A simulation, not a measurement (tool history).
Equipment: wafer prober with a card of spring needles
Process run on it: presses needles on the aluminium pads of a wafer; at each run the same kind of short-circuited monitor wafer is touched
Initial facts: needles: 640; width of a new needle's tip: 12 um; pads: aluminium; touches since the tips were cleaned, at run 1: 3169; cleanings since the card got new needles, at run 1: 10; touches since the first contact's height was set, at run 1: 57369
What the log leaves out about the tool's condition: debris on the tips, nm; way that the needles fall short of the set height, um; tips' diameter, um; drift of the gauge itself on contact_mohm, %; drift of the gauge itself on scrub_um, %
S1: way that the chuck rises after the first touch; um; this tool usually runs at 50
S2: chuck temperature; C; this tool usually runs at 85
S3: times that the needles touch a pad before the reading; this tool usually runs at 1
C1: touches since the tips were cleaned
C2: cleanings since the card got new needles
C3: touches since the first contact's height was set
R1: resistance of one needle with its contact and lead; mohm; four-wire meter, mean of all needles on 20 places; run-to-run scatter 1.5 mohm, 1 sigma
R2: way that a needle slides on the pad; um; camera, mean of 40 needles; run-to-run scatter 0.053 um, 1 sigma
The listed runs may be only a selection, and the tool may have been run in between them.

run     day  S1   S2  S3    C1  C2      C3   R1     R2
  1       0  50   85   1  3169  10   57369  229   8.02
      0.225  -- tips cleaned on abrasive film
  2   0.683  50   85   1  2940  11   61709  233   8.11
      0.925  -- tips cleaned on abrasive film
  3   1.179  50   37   1  1631  12   64858  213   8.06
      1.662  -- tips cleaned on abrasive film
  4   1.925  50   37   1  1672  13   69578  211   8.03
      2.396  -- tips cleaned on abrasive film
  5   2.596  50   37   1  1268  14   73838  200      8
  6    3.05  50   85   1  4176  14   76746  249   8.06
        3.1  -- tips cleaned on abrasive film
  7   3.517  50   37   1  2662  15   79686  236   8.03
      3.821  -- tips cleaned on abrasive film
  8   4.175  50  103   1  2268  16   83879  225   7.95
      4.554  -- tips cleaned on abrasive film
  9   4.692  50   55   1   889  17   87142  190   7.94
      5.304  -- tips cleaned on abrasive film
 10     5.4  50   76   1   600  18   91635  176   7.96
      6.029  -- tips cleaned on abrasive film
 11   6.054  50   76   1   157  19   95780  161   7.93
 12   6.496  50   85   1  2996  19   98619  246   7.94
      6.733  -- tips cleaned on abrasive film
 13   6.833  50   85   1   636  20  100732  187   7.91
      7.446  -- tips cleaned on abrasive film
 14   7.604  44   85   1   995  21  105623  219    6.7
      8.154  -- tips cleaned on abrasive film
 15   8.183  44   85   1   183  22  109299  179   6.85
 16   8.846  44   85   1  4421  22  113537  293   6.78
      8.908  -- tips cleaned on abrasive film
 17   9.462  44   85   1  3533  23  117443  294   6.85
      9.608  -- tips cleaned on abrasive film
 18  10.104  50   71   2  3160  24  121517  205   7.79
     10.317  -- tips cleaned on abrasive film
 19  10.817  50   71   2  3188  25  126035  208   7.81
      11.05  -- tips cleaned on abrasive film
 20  11.571  50   71   2  3328  26  130836  210   7.81
     11.767  -- tips cleaned on abrasive film
 21  12.271  52   47   2  3226  27  135273  203   8.01
     12.508  -- tips cleaned on abrasive film
 22  12.625  60   95   2   734  28  137500  162   9.35
 23  13.092  60   95   2  3726  28  140492  191   9.37
     13.208  -- tips cleaned on abrasive film
 24  13.454  60   95   2  1564  29  142774  173   9.39
     13.921  -- tips cleaned on abrasive film
 25  13.992  60   95   2   453  30  146192  156   9.42
 26  14.321  60   95   2  2544  30  148283  186   9.26
     14.621  -- tips cleaned on abrasive film
 27   14.75  40   48   2   805  31  150987  198   5.95
 28  15.188  40   48   2  3600  31  153782  264   6.05
     15.346  -- tips cleaned on abrasive film
 29  15.562  36   54   2  1393  32  156160  246   5.36
     16.058  -- tips cleaned on abrasive film
 30  16.183  36   54   2   790  33  160089  215   5.31
     16.396  -- height of the first contact set anew
 31  16.742  58   46   3  4276  33    2203  161   9.58
     16.817  -- tips cleaned on abrasive film
 32  17.088  58   46   3  1729  34    4393  155   9.54
      17.55  -- tips cleaned on abrasive film
 33  17.633  64  102   2   535  35    7856  154  10.67
 34  18.242  65   35   1  4403  35   11724  210   10.7

Forecast each of these 3 alternatives for the next run:
     18.292  -- tips cleaned on abrasive film
  A  18.675  43  85   1  2440  36  14464   ?   ?
     18.292  -- tips cleaned on abrasive film
  B  18.675  50  69   1  2440  36  14464   ?   ?
     18.292  -- tips cleaned on abrasive film
  C  18.675  39  35   1  2440  36  14464   ?   ?

run   R1    R2
  A  273  7.04
  B  237  8.21
  C  304  6.46
Stripped of hidden state, with their random variation kept, the same runs would have yielded:
run   R1    R2
  A  142  7.11
  B  135  8.28
  C  135  6.53
